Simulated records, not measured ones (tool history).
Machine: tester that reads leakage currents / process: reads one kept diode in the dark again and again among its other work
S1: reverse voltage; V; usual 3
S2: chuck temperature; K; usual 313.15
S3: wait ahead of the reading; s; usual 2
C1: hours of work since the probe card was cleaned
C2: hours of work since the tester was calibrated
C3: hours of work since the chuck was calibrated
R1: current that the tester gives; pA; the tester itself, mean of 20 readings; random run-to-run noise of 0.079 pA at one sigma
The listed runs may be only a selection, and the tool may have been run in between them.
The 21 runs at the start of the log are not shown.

Run 22, hour 622.8: usual settings but S1 19.87 V, S2 308.15 K, S3 9.48 s; C1 1319; C2 1286; C3 392. Result: R1 30.87 pA.
Run 23, hour 648.4: usual settings but S1 19.87 V, S2 308.15 K, S3 9.48 s; C1 1334; C2 1301; C3 407. Result: R1 30.83 pA.
Run 24, hour 669.7: usual settings but S1 19.87 V, S2 308.15 K, S3 9.48 s; C1 1347; C2 1313; C3 419. Result: R1 30.79 pA.
Run 25, hour 707.5: usual settings but S1 2.11 V, S2 311.15 K, S3 3.34 s; C1 1369; C2 1335; C3 441. Result: R1 14.29 pA.
Run 26, hour 749.8: usual settings but S1 2.11 V, S2 311.15 K, S3 3.34 s; C1 1393; C2 1360; C3 466. Result: R1 14.28 pA.
Run 27, hour 771.8: usual settings but S1 3.17 V, S2 296.15 K, S3 3.34 s; C1 1406; C2 1373; C3 479. Result: R1 5.35 pA.
Run 28, hour 806.1: usual settings but S1 3.17 V, S2 296.15 K, S3 3.34 s; C1 1426; C2 1393; C3 499. Result: R1 5.42 pA.
Run 29, hour 834.9: usual settings but S2 324.15 K, S3 0.31 s; C1 1443; C2 1410; C3 516. Result: R1 45.62 pA.
Run 30, hour 866.4: usual settings but S2 324.15 K, S3 0.31 s; C1 1462; C2 1428; C3 534. Result: R1 45.41 pA.
Run 31, hour 895.2: usual settings but S2 324.15 K, S3 0.31 s; C1 1479; C2 1445; C3 551. Result: R1 45.01 pA.
Run 32, hour 928.5: usual settings but S2 324.15 K, S3 0.31 s; C1 1498; C2 1465; C3 571. Result: R1 45.03 pA.
Run 33, hour 964.5: usual settings but S2 324.15 K, S3 1.01 s; C1 1519; C2 1486; C3 592. Result: R1 43.84 pA.
Run 34, hour 991: usual settings but S2 324.15 K, S3 1.01 s; C1 1535; C2 1501; C3 607. Result: R1 43.72 pA.

What if the next run were any one of these 4? Each begins from the tool's condition after run 34:
Run A, hour 1028.5: usual settings but S2 324.15 K, S3 0.56 s; C1 1557; C2 1523; C3 629. Result: R1 ?.
Run B, hour 1028.5: usual settings but S1 1.93 V, S2 329.15 K, S3 0.58 s; C1 1557; C2 1523; C3 629. Result: R1 ?.
Run C, hour 1028.5: usual settings but S1 5.3 V, S2 324.15 K, S3 0.51 s; C1 1557; C2 1523; C3 629. Result: R1 ?.
Run D, hour 1028.5: usual settings but S1 1.24 V, S2 300.15 K; C1 1557; C2 1523; C3 629. Result: R1 ?.

run     R1
  A  43.92
  B  53.49
  C   55.4
  D   4.76
With the hidden condition removed and each run's random variation left untouched, the same runs would have given:
run     R1
  A  48.14
  B  59.13
  C  60.07
  D   4.95
